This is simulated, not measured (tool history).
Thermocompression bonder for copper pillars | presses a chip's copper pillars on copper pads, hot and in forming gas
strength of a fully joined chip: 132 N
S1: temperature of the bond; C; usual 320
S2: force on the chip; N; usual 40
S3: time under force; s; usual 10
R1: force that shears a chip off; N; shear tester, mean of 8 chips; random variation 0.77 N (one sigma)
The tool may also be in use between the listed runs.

run,hour,S1,S2,S3,R1
1,0,320,40,10,55.7
2,34.3,320,40,10,55.8
3,63.5,323,40,10,56
4,94.9,320,40,10,55.4
5,125.5,320,40,10,54.2
# hour 132.4: forming gas filter changed
6,152.7,320,40,10,61.1
7,171.7,320,40,10,62.1
8,205.6,320,40,10,62.5
9,223.3,320,41,10,60.4
10,257.7,320,41,10,59.9
11,275.8,320,40,10,60.3
12,296.1,320,40,10,59.9
13,330.6,320,40,10,60.7
14,349,320,26,10,42.8
15,381.4,320,26,10,42.9
16,400.8,329,40,10,65.8
17,429.9,329,40,10,64.6
18,463.9,320,40,10,59.8
19,493.3,320,40,10,58
20,509.3,344,40,10,72.3
21,544.2,328,33,5,42.1
22,563,328,33,5,42.2
23,597.1,328,33,5,41.5
24,615.7,320,28,17,54.9
25,648.4,337,33,6,49.6
26,680.9,333,37,14,69.8
# hour 697.8: forming gas filter changed
27,704.4,333,37,14,77.2
28,721.4,316,32,8,48.6
29,754.1,329,40,5,55.5
30,787.2,320,24,25,62.4
31,802.1,320,24,25,64.2
32,822.1,325,26,18,62.3
33,854.6,346,47,8,81.3
34,885.6,346,47,8,82.4
35,905.7,346,37,11,78.1
36,935.4,320,42,5,52.6
37,950.3,324,31,30,79.3
# hour 985.5: heater calibrated with a thermocouple chip
38,985.5,321,35,12,56.7
39,1008.7,313,48,22,79.8

Forecast each of these 5 alternatives for the next run:
A,1031.3,310,58,10,?
B,1031.3,307,31,8,?
C,1031.3,318,25,20,?
D,1031.3,348,33,15,?
E,1031.3,316,35,8,?

run,R1
A,69.1
B,38.9
C,51.1
D,71.9
E,46.6
Without the tool's hidden state the same runs would have given:
run,R1
A,70.8
B,39.4
C,52
D,74
E,47.3

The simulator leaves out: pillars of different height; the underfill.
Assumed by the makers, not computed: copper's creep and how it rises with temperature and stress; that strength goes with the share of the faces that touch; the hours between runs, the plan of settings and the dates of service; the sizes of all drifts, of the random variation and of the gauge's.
